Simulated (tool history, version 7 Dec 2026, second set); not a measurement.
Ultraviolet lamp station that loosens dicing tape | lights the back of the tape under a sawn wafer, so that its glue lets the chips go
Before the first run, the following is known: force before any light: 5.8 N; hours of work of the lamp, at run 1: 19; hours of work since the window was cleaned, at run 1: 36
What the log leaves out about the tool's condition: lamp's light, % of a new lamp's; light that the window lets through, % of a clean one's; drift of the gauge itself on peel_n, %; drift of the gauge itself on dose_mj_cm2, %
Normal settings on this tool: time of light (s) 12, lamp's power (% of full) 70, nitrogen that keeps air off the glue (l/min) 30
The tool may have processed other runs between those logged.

run   hour  time of light (s)  lamp's power (% of full)  nitrogen that keeps air off the glue (l/min)  hours of work of the lamp  hours of work since the window was cleaned  force that peels the tape off (N)  light that reached the tape (mJ/cm2)
  1      0                 12                        70                                            30                         19                                          36                              0.711                                   237
  2    5.7                 12                        70                                            30                         21                                          38                              0.716                                   235
  3   13.5                 12                        70                                            30                         25                                          41                              0.731                                   237
  4   19.3                 12                        70                                            15                         27                                          44                              1.161                                   239
  5   26.4                 12                        70                                            15                         30                                          47                              1.117                                   236
  6   31.4                 12                        70                                            15                         32                                          49                              1.083                                   236
  7   38.2                 12                        70                                            15                         35                                          52                               1.14                                   240
  8     44                 12                        70                                            15                         38                                          55                              1.098                                   238
  9   52.3                 10                        70                                            30                         42                                          58                              1.031                                   197
 10   58.7                 20                        84                                            11                         44                                          61                              0.352                                   465
 11   63.6                 20                        84                                            11                         46                                          63                              0.344                                   467
 12   70.6                 20                        84                                            11                         49                                          66                              0.358                                   464
 13   75.6                 20                        84                                            11                         52                                          68                              0.354                                   462
 14   81.3                 20                        84                                            53                         54                                          71                              0.105                                   465
 15   87.1                 20                        84                                            53                         57                                          73                              0.107                                   460
 16   94.3                 10                        75                                            10                         60                                          76                              1.717                                   206
 17  103.7                 10                        75                                            10                         64                                          81                              1.732                                   200

Each row is a separate what-if for the run after 17, all from the same tool condition, not one after another. Results?
  A  112.2                  7                        90                                            30                         68                                          84                                  ?                                     ?
  B  112.2                  9                        68                                            19                         68                                          84                                  ?                                     ?
  C  112.2                 15                        87                                            28                         68                                          84                                  ?                                     ?
  D  112.2                  7                        90                                            49                         68                                          84                                  ?                                     ?
  E  112.2                 19                        99                                            19                         68                                          84                                  ?                                     ?

run  force that peels the tape off (N)  light that reached the tape (mJ/cm2)
  A                              1.296                                   171
  B                              1.692                                   165
  C                              0.313                                   355
  D                              1.024                                   173
  E                              0.178                                   516
Take away the tool's hidden state, keep each run's random variation, and the runs would have read:
run  force that peels the tape off (N)  light that reached the tape (mJ/cm2)
  A                               1.15                                   184
  B                               1.53                                   178
  C                              0.257                                   384
  D                              0.894                                   187
  E                              0.149                                   558
